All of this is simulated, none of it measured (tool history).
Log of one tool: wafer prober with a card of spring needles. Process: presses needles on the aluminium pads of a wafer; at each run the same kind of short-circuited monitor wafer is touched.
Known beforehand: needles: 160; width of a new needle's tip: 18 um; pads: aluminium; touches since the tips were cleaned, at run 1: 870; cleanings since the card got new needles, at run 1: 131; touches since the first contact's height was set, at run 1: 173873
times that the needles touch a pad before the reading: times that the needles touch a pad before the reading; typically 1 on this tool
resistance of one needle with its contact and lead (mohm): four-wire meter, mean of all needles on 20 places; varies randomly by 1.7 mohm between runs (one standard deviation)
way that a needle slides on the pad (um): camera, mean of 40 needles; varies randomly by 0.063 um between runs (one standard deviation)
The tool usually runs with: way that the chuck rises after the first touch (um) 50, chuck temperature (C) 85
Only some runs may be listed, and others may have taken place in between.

| run | day | way that the chuck rises after the first touch (um) | chuck temperature (C) | times that the needles touch a pad before the reading | touches since the tips were cleaned | cleanings since the card got new needles | touches since the first contact's height was set | resistance of one needle with its contact and lead (mohm) | way that a needle slides on the pad (um) |
|---|---|---|---|---|---|---|---|---|---|
| 1 | 0.000 | 50 | 85 | 1 | 870 | 131 | 173873 | 198 | 10.66 |
|  | 0.542 | tips cleaned on abrasive film |
|  | 0.554 | height of the first contact set anew |
|  | 1.221 | tips cleaned on abrasive film |
| 2 | 1.638 | 50 | 85 | 1 | 3552 | 133 | 9265 | 217 | 11.14 |
|  | 1.775 | tips cleaned on abrasive film |
|  | 2.425 | tips cleaned on abrasive film |
|  | 3.100 | tips cleaned on abrasive film |
|  | 3.762 | tips cleaned on abrasive film |
| 3 | 3.975 | 50 | 85 | 1 | 1835 | 137 | 29228 | 205 | 11.08 |
|  | 4.383 | tips cleaned on abrasive film |
|  | 5.000 | tips cleaned on abrasive film |
|  | 5.542 | tips cleaned on abrasive film |
|  | 6.096 | tips cleaned on abrasive film |
| 4 | 6.096 | 50 | 85 | 2 | 0 | 141 | 47275 | 172 | 11.05 |
|  | 6.746 | tips cleaned on abrasive film |
|  | 7.388 | tips cleaned on abrasive film |
| 5 | 7.704 | 50 | 76 | 1 | 2743 | 143 | 61051 | 215 | 11.01 |
|  | 7.979 | tips cleaned on abrasive film |
|  | 8.604 | tips cleaned on abrasive film |
| 6 | 8.971 | 38 | 85 | 1 | 3158 | 145 | 71860 | 262 | 8.33 |
|  | 9.238 | tips cleaned on abrasive film |
|  | 9.912 | tips cleaned on abrasive film |
|  | 10.571 | tips cleaned on abrasive film |
|  | 11.221 | tips cleaned on abrasive film |
| 7 | 11.333 | 54 | 85 | 1 | 953 | 149 | 92000 | 188 | 11.82 |
|  | 11.875 | tips cleaned on abrasive film |
|  | 12.542 | tips cleaned on abrasive film |
| 8 | 12.846 | 54 | 85 | 1 | 2594 | 151 | 104906 | 208 | 11.76 |
|  | 13.117 | tips cleaned on abrasive film |
|  | 13.767 | tips cleaned on abrasive film |
|  | 14.388 | tips cleaned on abrasive film |
|  | 15.054 | tips cleaned on abrasive film |
| 9 | 15.188 | 50 | 85 | 1 | 1140 | 155 | 124895 | 194 | 10.77 |
|  | 15.708 | tips cleaned on abrasive film |
|  | 16.371 | tips cleaned on abrasive film |
|  | 17.017 | tips cleaned on abrasive film |
|  | 17.517 | card fitted with new needles |
| 10 | 17.771 | 50 | 85 | 1 | 2175 | 0 | 2175 | 191 | 11.34 |
|  | 18.171 | tips cleaned on abrasive film |
|  | 18.850 | tips cleaned on abrasive film |
| 11 | 19.279 | 50 | 85 | 1 | 3696 | 2 | 15051 | 204 | 11.19 |
|  | 19.417 | tips cleaned on abrasive film |
|  | 20.058 | tips cleaned on abrasive film |
|  | 20.596 | tips cleaned on abrasive film |
|  | 21.138 | tips cleaned on abrasive film |
| 12 | 21.375 | 50 | 85 | 1 | 2042 | 6 | 32930 | 188 | 11.12 |
|  | 21.783 | tips cleaned on abrasive film |
|  | 22.408 | tips cleaned on abrasive film |
|  | 22.950 | tips cleaned on abrasive film |
|  | 23.612 | tips cleaned on abrasive film |
| 13 | 23.646 | 50 | 85 | 3 | 266 | 10 | 52273 | 168 | 11.09 |
|  | 24.188 | tips cleaned on abrasive film |
|  | 24.838 | tips cleaned on abrasive film |
|  | 25.442 | tips cleaned on abrasive film |
| 14 | 25.442 | 31 | 85 | 2 | 0 | 13 | 67591 | 182 | 6.77 |
|  | 26.100 | tips cleaned on abrasive film |
|  | 26.746 | tips cleaned on abrasive film |
| 15 | 27.083 | 67 | 51 | 1 | 2912 | 15 | 81635 | 179 | 14.67 |
|  | 27.350 | tips cleaned on abrasive film |
|  | 27.996 | tips cleaned on abrasive film |
|  | 28.654 | tips cleaned on abrasive film |
|  | 29.246 | tips cleaned on abrasive film |
| 16 | 29.246 | 67 | 51 | 1 | 0 | 19 | 100067 | 159 | 14.73 |
|  | 29.917 | tips cleaned on abrasive film |
|  | 30.579 | tips cleaned on abrasive film |
|  | 31.121 | tips cleaned on abrasive film |
|  | 31.675 | tips cleaned on abrasive film |
| 17 | 31.675 | 50 | 85 | 2 | 0 | 23 | 120802 | 169 | 10.75 |
|  | 32.288 | tips cleaned on abrasive film |
|  | 32.933 | tips cleaned on abrasive film |
|  | 33.588 | tips cleaned on abrasive film |
| 18 | 33.775 | 68 | 85 | 2 | 1617 | 26 | 138722 | 168 | 14.71 |
|  | 34.171 | tips cleaned on abrasive film |
|  | 34.846 | tips cleaned on abrasive film |
|  | 35.450 | tips cleaned on abrasive film |
| 19 | 35.508 | 68 | 85 | 2 | 516 | 29 | 153512 | 168 | 14.67 |
|  | 36.029 | tips cleaned on abrasive film |
|  | 36.704 | tips cleaned on abrasive film |
| 20 | 36.996 | 50 | 31 | 2 | 2532 | 31 | 166234 | 178 | 10.59 |
|  | 37.271 | tips cleaned on abrasive film |
|  | 37.946 | tips cleaned on abrasive film |
|  | 38.475 | height of the first contact set anew |
|  | 38.596 | tips cleaned on abrasive film |
| 21 | 38.596 | 39 | 95 | 3 | 0 | 34 | 976 | 174 | 8.85 |
|  | 39.258 | tips cleaned on abrasive film |
|  | 39.933 | tips cleaned on abrasive film |
| 22 | 40.171 | 39 | 95 | 3 | 2033 | 36 | 14458 | 185 | 8.74 |
|  | 40.567 | tips cleaned on abrasive film |
|  | 41.212 | tips cleaned on abrasive film |
|  | 41.754 | tips cleaned on abrasive film |
|  | 42.379 | tips cleaned on abrasive film |
| 23 | 42.529 | 39 | 95 | 3 | 1297 | 40 | 34583 | 184 | 8.66 |
|  | 42.933 | tips cleaned on abrasive film |
|  | 43.475 | tips cleaned on abrasive film |
|  | 44.012 | tips cleaned on abrasive film |
|  | 44.692 | tips cleaned on abrasive film |
| 24 | 44.908 | 39 | 95 | 3 | 1860 | 44 | 54848 | 189 | 8.61 |
|  | 45.292 | tips cleaned on abrasive film |
|  | 45.833 | tips cleaned on abrasive film |
|  | 46.508 | tips cleaned on abrasive film |
| 25 | 46.908 | 50 | 27 | 2 | 3435 | 47 | 71937 | 185 | 10.93 |
|  | 47.179 | tips cleaned on abrasive film |
|  | 47.721 | tips cleaned on abrasive film |
|  | 48.304 | tips cleaned on abrasive film |
| 26 | 48.304 | 50 | 27 | 2 | 0 | 50 | 83834 | 159 | 10.79 |

For each entry between runs, how does the tool's hidden state at the last listed run before it compare with that at the first listed run after it?
Runs 1 to 2: tips cleaned on abrasive film (day 0.542); height of the first contact set anew (day 0.554); tips cleaned on abrasive film (day 1.221)
  debris on the tips, nm: 18.2 -> 39.4; way that the needles fall short of the set height, um: 2.88 -> 0.1; tips' diameter, um: 22.12 -> 22.18
  difference, measured minus the result without the unlogged condition, resistance of one needle with its contact and lead (mohm): +31 -> +54; way that a needle slides on the pad (um): -0.66 -> -0.03
Runs 2 to 3: tips cleaned on abrasive film (day 1.775); tips cleaned on abrasive film (day 2.425); tips cleaned on abrasive film (day 3.100); tips cleaned on abrasive film (day 3.762)
  debris on the tips, nm: 39.4 -> 28.6; way that the needles fall short of the set height, um: 0.1 -> 0.42; tips' diameter, um: 22.18 -> 22.29
  difference, measured minus the result without the unlogged condition, resistance of one needle with its contact and lead (mohm): +54 -> +41; way that a needle slides on the pad (um): -0.03 -> -0.10
Runs 3 to 4: tips cleaned on abrasive film (day 4.383); tips cleaned on abrasive film (day 5.000); tips cleaned on abrasive film (day 5.542); tips cleaned on abrasive film (day 6.096)
  debris on the tips, nm: 28.6 -> 2.3; way that the needles fall short of the set height, um: 0.42 -> 0.79; tips' diameter, um: 22.29 -> 22.42
  difference, measured minus the result without the unlogged condition, resistance of one needle with its contact and lead (mohm): +41 -> +5; way that a needle slides on the pad (um): -0.10 -> -0.18
Runs 4 to 5: tips cleaned on abrasive film (day 6.746); tips cleaned on abrasive film (day 7.388)
  debris on the tips, nm: 2.3 -> 34.2; way that the needles fall short of the set height, um: 0.79 -> 0.93; tips' diameter, um: 22.42 -> 22.47
  difference, measured minus the result without the unlogged condition, resistance of one needle with its contact and lead (mohm): +5 -> +51; way that a needle slides on the pad (um): -0.18 -> -0.21
Runs 5 to 6: tips cleaned on abrasive film (day 7.979); tips cleaned on abrasive film (day 8.604)
  debris on the tips, nm: 34.2 -> 36; way that the needles fall short of the set height, um: 0.93 -> 1.12; tips' diameter, um: 22.47 -> 22.54
  difference, measured minus the result without the unlogged condition, resistance of one needle with its contact and lead (mohm): +51 -> +90; way that a needle slides on the pad (um): -0.21 -> -0.26
Runs 6 to 7: tips cleaned on abrasive film (day 9.238); tips cleaned on abrasive film (day 9.912); tips cleaned on abrasive film (day 10.571); tips cleaned on abrasive film (day 11.221)
  debris on the tips, nm: 36 -> 16; way that the needles fall short of the set height, um: 1.12 -> 1.53; tips' diameter, um: 22.54 -> 22.68
  difference, measured minus the result without the unlogged condition, resistance of one needle with its contact and lead (mohm): +90 -> +24; way that a needle slides on the pad (um): -0.26 -> -0.35
Runs 7 to 8: tips cleaned on abrasive film (day 11.875); tips cleaned on abrasive film (day 12.542)
  debris on the tips, nm: 16 -> 33.2; way that the needles fall short of the set height, um: 1.53 -> 1.71; tips' diameter, um: 22.68 -> 22.75
  difference, measured minus the result without the unlogged condition, resistance of one needle with its contact and lead (mohm): +24 -> +46; way that a needle slides on the pad (um): -0.35 -> -0.38
Runs 8 to 9: tips cleaned on abrasive film (day 13.117); tips cleaned on abrasive film (day 13.767); tips cleaned on abrasive film (day 14.388); tips cleaned on abrasive film (day 15.054)
  debris on the tips, nm: 33.2 -> 15.4; way that the needles fall short of the set height, um: 1.71 -> 2.08; tips' diameter, um: 22.75 -> 22.88
  difference, measured minus the result without the unlogged condition, resistance of one needle with its contact and lead (mohm): +46 -> +28; way that a needle slides on the pad (um): -0.38 -> -0.47
Runs 9 to 10: tips cleaned on abrasive film (day 15.708); tips cleaned on abrasive film (day 16.371); tips cleaned on abrasive film (day 17.017); card fitted with new needles (day 17.517)
  debris on the tips, nm: 15.4 -> 27.4; way that the needles fall short of the set height, um: 2.08 -> 0; tips' diameter, um: 22.88 -> 18
  difference, measured minus the result without the unlogged condition, resistance of one needle with its contact and lead (mohm): +28 -> +26; way that a needle slides on the pad (um): -0.47 -> +0.00
Runs 10 to 11: tips cleaned on abrasive film (day 18.171); tips cleaned on abrasive film (day 18.850)
  debris on the tips, nm: 27.4 -> 41.8; way that the needles fall short of the set height, um: 0 -> 0.21; tips' diameter, um: 18 -> 18.07
  difference, measured minus the result without the unlogged condition, resistance of one needle with its contact and lead (mohm): +26 -> +39; way that a needle slides on the pad (um): +0.00 -> -0.05
Runs 11 to 12: tips cleaned on abrasive film (day 19.417); tips cleaned on abrasive film (day 20.058); tips cleaned on abrasive film (day 20.596); tips cleaned on abrasive film (day 21.138)
  debris on the tips, nm: 41.8 -> 25.5; way that the needles fall short of the set height, um: 0.21 -> 0.56; tips' diameter, um: 18.07 -> 18.2
  difference, measured minus the result without the unlogged condition, resistance of one needle with its contact and lead (mohm): +39 -> +24; way that a needle slides on the pad (um): -0.05 -> -0.13
Runs 12 to 13: tips cleaned on abrasive film (day 21.783); tips cleaned on abrasive film (day 22.408); tips cleaned on abrasive film (day 22.950); tips cleaned on abrasive film (day 23.612)
  debris on the tips, nm: 25.5 -> 7.3; way that the needles fall short of the set height, um: 0.56 -> 0.92; tips' diameter, um: 18.2 -> 18.32
  difference, measured minus the result without the unlogged condition, resistance of one needle with its contact and lead (mohm): +24 -> +4; way that a needle slides on the pad (um): -0.13 -> -0.21
Runs 13 to 14: tips cleaned on abrasive film (day 24.188); tips cleaned on abrasive film (day 24.838); tips cleaned on abrasive film (day 25.442)
  debris on the tips, nm: 7.3 -> 4.1; way that the needles fall short of the set height, um: 0.92 -> 1.2; tips' diameter, um: 18.32 -> 18.42
  difference, measured minus the result without the unlogged condition, resistance of one needle with its contact and lead (mohm): +4 -> +8; way that a needle slides on the pad (um): -0.21 -> -0.27
Runs 14 to 15: tips cleaned on abrasive film (day 26.100); tips cleaned on abrasive film (day 26.746)
  debris on the tips, nm: 4.1 -> 38; way that the needles fall short of the set height, um: 1.2 -> 1.36; tips' diameter, um: 18.42 -> 18.47
  difference, measured minus the result without the unlogged condition, resistance of one needle with its contact and lead (mohm): +8 -> +25; way that a needle slides on the pad (um): -0.27 -> -0.31
Runs 15 to 16: tips cleaned on abrasive film (day 27.350); tips cleaned on abrasive film (day 27.996); tips cleaned on abrasive film (day 28.654); tips cleaned on abrasive film (day 29.246)
  debris on the tips, nm: 38 -> 4.4; way that the needles fall short of the set height, um: 1.36 -> 1.72; tips' diameter, um: 18.47 -> 18.6
  difference, measured minus the result without the unlogged condition, resistance of one needle with its contact and lead (mohm): +25 -> +3; way that a needle slides on the pad (um): -0.31 -> -0.38
Runs 16 to 17: tips cleaned on abrasive film (day 29.917); tips cleaned on abrasive film (day 30.579); tips cleaned on abrasive film (day 31.121); tips cleaned on abrasive film (day 31.675)
  debris on the tips, nm: 4.4 -> 2.6; way that the needles fall short of the set height, um: 1.72 -> 2.1; tips' diameter, um: 18.6 -> 18.73
  difference, measured minus the result without the unlogged condition, resistance of one needle with its contact and lead (mohm): +3 -> +3; way that a needle slides on the pad (um): -0.38 -> -0.47
Runs 17 to 18: tips cleaned on abrasive film (day 32.288); tips cleaned on abrasive film (day 32.933); tips cleaned on abrasive film (day 33.588)
  debris on the tips, nm: 2.6 -> 21.2; way that the needles fall short of the set height, um: 2.1 -> 2.37; tips' diameter, um: 18.73 -> 18.83
  difference, measured minus the result without the unlogged condition, resistance of one needle with its contact and lead (mohm): +3 -> +8; way that a needle slides on the pad (um): -0.47 -> -0.53
Runs 18 to 19: tips cleaned on abrasive film (day 34.171); tips cleaned on abrasive film (day 34.846); tips cleaned on abrasive film (day 35.450)
  debris on the tips, nm: 21.2 -> 14; way that the needles fall short of the set height, um: 2.37 -> 2.64; tips' diameter, um: 18.83 -> 18.92
  difference, measured minus the result without the unlogged condition, resistance of one needle with its contact and lead (mohm): +8 -> +6; way that a needle slides on the pad (um): -0.53 -> -0.59
Runs 19 to 20: tips cleaned on abrasive film (day 36.029); tips cleaned on abrasive film (day 36.704)
  debris on the tips, nm: 14 -> 33.1; way that the needles fall short of the set height, um: 2.64 -> 2.82; tips' diameter, um: 18.92 -> 18.99
  difference, measured minus the result without the unlogged condition, resistance of one needle with its contact and lead (mohm): +6 -> +26; way that a needle slides on the pad (um): -0.59 -> -0.64
Runs 20 to 21: tips cleaned on abrasive film (day 37.271); tips cleaned on abrasive film (day 37.946); height of the first contact set anew (day 38.475); tips cleaned on abrasive film (day 38.596)
  debris on the tips, nm: 33.1 -> 2.9; way that the needles fall short of the set height, um: 2.82 -> 0.07; tips' diameter, um: 18.99 -> 19.07
  difference, measured minus the result without the unlogged condition, resistance of one needle with its contact and lead (mohm): +26 -> +3; way that a needle slides on the pad (um): -0.64 -> -0.02
Runs 21 to 22: tips cleaned on abrasive film (day 39.258); tips cleaned on abrasive film (day 39.933)
  debris on the tips, nm: 2.9 -> 28.2; way that the needles fall short of the set height, um: 0.07 -> 0.28; tips' diameter, um: 19.07 -> 19.14
  difference, measured minus the result without the unlogged condition, resistance of one needle with its contact and lead (mohm): +3 -> +17; way that a needle slides on the pad (um): -0.02 -> -0.06
Runs 22 to 23: tips cleaned on abrasive film (day 40.567); tips cleaned on abrasive film (day 41.212); tips cleaned on abrasive film (day 41.754); tips cleaned on abrasive film (day 42.379)
  debris on the tips, nm: 28.2 -> 17.7; way that the needles fall short of the set height, um: 0.28 -> 0.66; tips' diameter, um: 19.14 -> 19.28
  difference, measured minus the result without the unlogged condition, resistance of one needle with its contact and lead (mohm): +17 -> +12; way that a needle slides on the pad (um): -0.06 -> -0.15
Runs 23 to 24: tips cleaned on abrasive film (day 42.933); tips cleaned on abrasive film (day 43.475); tips cleaned on abrasive film (day 44.012); tips cleaned on abrasive film (day 44.692)
  debris on the tips, nm: 17.7 -> 26.6; way that the needles fall short of the set height, um: 0.66 -> 1.07; tips' diameter, um: 19.28 -> 19.42
  difference, measured minus the result without the unlogged condition, resistance of one needle with its contact and lead (mohm): +12 -> +18; way that a needle slides on the pad (um): -0.15 -> -0.24
Runs 24 to 25: tips cleaned on abrasive film (day 45.292); tips cleaned on abrasive film (day 45.833); tips cleaned on abrasive film (day 46.508)
  debris on the tips, nm: 26.6 -> 39.8; way that the needles fall short of the set height, um: 1.07 -> 1.32; tips' diameter, um: 19.42 -> 19.51
  difference, measured minus the result without the unlogged condition, resistance of one needle with its contact and lead (mohm): +18 -> +31; way that a needle slides on the pad (um): -0.24 -> -0.29
Runs 25 to 26: tips cleaned on abrasive film (day 47.179); tips cleaned on abrasive film (day 47.721); tips cleaned on abrasive film (day 48.304)
  debris on the tips, nm: 39.8 -> 4.1; way that the needles fall short of the set height, um: 1.32 -> 1.61; tips' diameter, um: 19.51 -> 19.61
  difference, measured minus the result without the unlogged condition, resistance of one needle with its contact and lead (mohm): +31 -> +5; way that a needle slides on the pad (um): -0.29 -> -0.37
